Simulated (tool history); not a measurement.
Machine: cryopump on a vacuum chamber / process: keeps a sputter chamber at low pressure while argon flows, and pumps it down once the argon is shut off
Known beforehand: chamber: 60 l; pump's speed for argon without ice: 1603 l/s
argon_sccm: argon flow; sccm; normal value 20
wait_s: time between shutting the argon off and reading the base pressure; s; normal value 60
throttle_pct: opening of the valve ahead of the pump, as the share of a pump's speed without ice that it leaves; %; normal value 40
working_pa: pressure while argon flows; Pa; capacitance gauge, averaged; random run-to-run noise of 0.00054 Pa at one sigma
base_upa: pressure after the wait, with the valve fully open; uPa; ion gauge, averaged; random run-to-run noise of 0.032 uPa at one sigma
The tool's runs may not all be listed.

Run 1, day 0.000: usual settings. Result: working_pa 0.0564 Pa, base_upa 2.24 uPa.
Run 2, day 1.550: usual settings. Result: working_pa 0.0555 Pa, base_upa 2.34 uPa.
Run 3, day 2.896: usual settings but throttle_pct 37 %. Result: working_pa 0.0613 Pa, base_upa 2.43 uPa.
Run 4, day 3.808: usual settings but throttle_pct 19 %. Result: working_pa 0.1142 Pa, base_upa 2.40 uPa.
Run 5, day 4.558: usual settings but throttle_pct 19 %. Result: working_pa 0.1146 Pa, base_upa 2.47 uPa.
Run 6, day 6.071: usual settings but throttle_pct 19 %. Result: working_pa 0.1164 Pa, base_upa 2.43 uPa.
Run 7, day 7.192: usual settings. Result: working_pa 0.0575 Pa, base_upa 2.41 uPa.
Run 8, day 7.888: usual settings but wait_s 74 s. Result: working_pa 0.0573 Pa, base_upa 2.17 uPa.
Run 9, day 8.596: usual settings but wait_s 68 s. Result: working_pa 0.0573 Pa, base_upa 2.32 uPa.
Run 10, day 9.767: usual settings but wait_s 68 s. Result: working_pa 0.0567 Pa, base_upa 2.31 uPa.
Run 11, day 10.596: usual settings but wait_s 68 s. Result: working_pa 0.0582 Pa, base_upa 2.33 uPa.
Run 12, day 11.842: usual settings. Result: working_pa 0.0572 Pa, base_upa 2.50 uPa.
Run 13, day 13.446: usual settings. Result: working_pa 0.0575 Pa, base_upa 2.57 uPa.
Run 14, day 14.846: usual settings. Result: working_pa 0.0584 Pa, base_upa 2.59 uPa.
Run 15, day 16.467: usual settings. Result: working_pa 0.0582 Pa, base_upa 2.58 uPa.
Run 16, day 17.646: usual settings. Result: working_pa 0.0584 Pa, base_upa 2.64 uPa.
Run 17, day 19.246: usual settings. Result: working_pa 0.0584 Pa, base_upa 2.73 uPa.
Run 18, day 20.833: usual settings but argon_sccm 29 sccm, wait_s 172 s, throttle_pct 54 %. Result: working_pa 0.0646 Pa, base_upa 1.71 uPa.
Run 19, day 22.038: usual settings but argon_sccm 29 sccm, wait_s 172 s, throttle_pct 54 %. Result: working_pa 0.0651 Pa, base_upa 1.72 uPa.
Run 20, day 23.588: usual settings but argon_sccm 29 sccm, wait_s 172 s, throttle_pct 54 %. Result: working_pa 0.0647 Pa, base_upa 1.74 uPa.
Run 21, day 25.158: usual settings but argon_sccm 12 sccm, wait_s 141 s, throttle_pct 35 %. Result: working_pa 0.0394 Pa, base_upa 1.89 uPa.
Run 22, day 25.979: usual settings but argon_sccm 9 sccm, throttle_pct 30 %. Result: working_pa 0.0344 Pa, base_upa 2.79 uPa.
Run 23, day 27.083: usual settings but argon_sccm 9 sccm, throttle_pct 30 %. Result: working_pa 0.0343 Pa, base_upa 2.82 uPa.
Run 24, day 28.567: usual settings but argon_sccm 9 sccm, throttle_pct 30 %. Result: working_pa 0.0338 Pa, base_upa 2.84 uPa.
Run 25, day 29.896: usual settings but throttle_pct 20 %. Result: working_pa 0.1116 Pa, base_upa 2.89 uPa.
Run 26, day 31.275: usual settings but wait_s 116 s. Result: working_pa 0.0597 Pa, base_upa 2.24 uPa.
Run 27, day 32.562: usual settings but argon_sccm 10 sccm. Result: working_pa 0.0289 Pa, base_upa 2.95 uPa.
Run 28, day 33.533: usual settings but argon_sccm 15 sccm, wait_s 244 s. Result: working_pa 0.0447 Pa, base_upa 1.83 uPa.
Run 29, day 34.842: usual settings but argon_sccm 14 sccm, throttle_pct 17 %. Result: working_pa 0.0910 Pa, base_upa 3.04 uPa.
Run 30, day 36.146: usual settings but argon_sccm 32 sccm, wait_s 40 s, throttle_pct 36 %. Result: working_pa 0.1049 Pa, base_upa 3.68 uPa.
Run 31, day 36.875: usual settings but argon_sccm 17 sccm, wait_s 112 s, throttle_pct 26 %. Result: working_pa 0.0747 Pa, base_upa 2.33 uPa.
At day 37.200: pump warmed up, emptied and cooled again.
Run 32, day 38.542: usual settings but argon_sccm 30 sccm, wait_s 24 s, throttle_pct 26 %. Result: working_pa 0.1236 Pa, base_upa 4.90 uPa.
Run 33, day 39.654: usual settings but argon_sccm 30 sccm, wait_s 24 s, throttle_pct 26 %. Result: working_pa 0.1221 Pa, base_upa 5.02 uPa.

Run by run, hidden condition taken away, random variation retained:
Unlogged tool condition in this case: pump's speed, % of a pump's without ice; cold plate's temperature, K; leak into the chamber, uPa l/s; drift of the gauge itself on working_pa, %; drift of the gauge itself on base_upa, %.
run  working_pa  base_upa
  1      0.0526      1.61
  2      0.0516      1.66
  3      0.0573      1.72
  4      0.1101      1.68
  5      0.1105      1.73
  6      0.1121      1.68
  7      0.0531      1.63
  8      0.0528      1.39
  9      0.0528      1.52
 10      0.0521      1.49
 11      0.0535      1.50
 12      0.0525      1.64
 13      0.0526      1.67
 14      0.0533      1.67
 15      0.0531      1.64
 16      0.0531      1.65
 17      0.0530      1.71
 18      0.0565      0.69
 19      0.0569      0.65
 20      0.0563      0.65
 21      0.0359      0.78
 22      0.0317      1.65
 23      0.0315      1.67
 24      0.0310      1.65
 25      0.1053      1.68
 26      0.0532      0.98
 27      0.0256      1.67
 28      0.0397      0.54
 29      0.0862      1.69
 30      0.0939      2.35
 31      0.0687      0.99
 32      0.1230      3.87
 33      0.1214      3.97
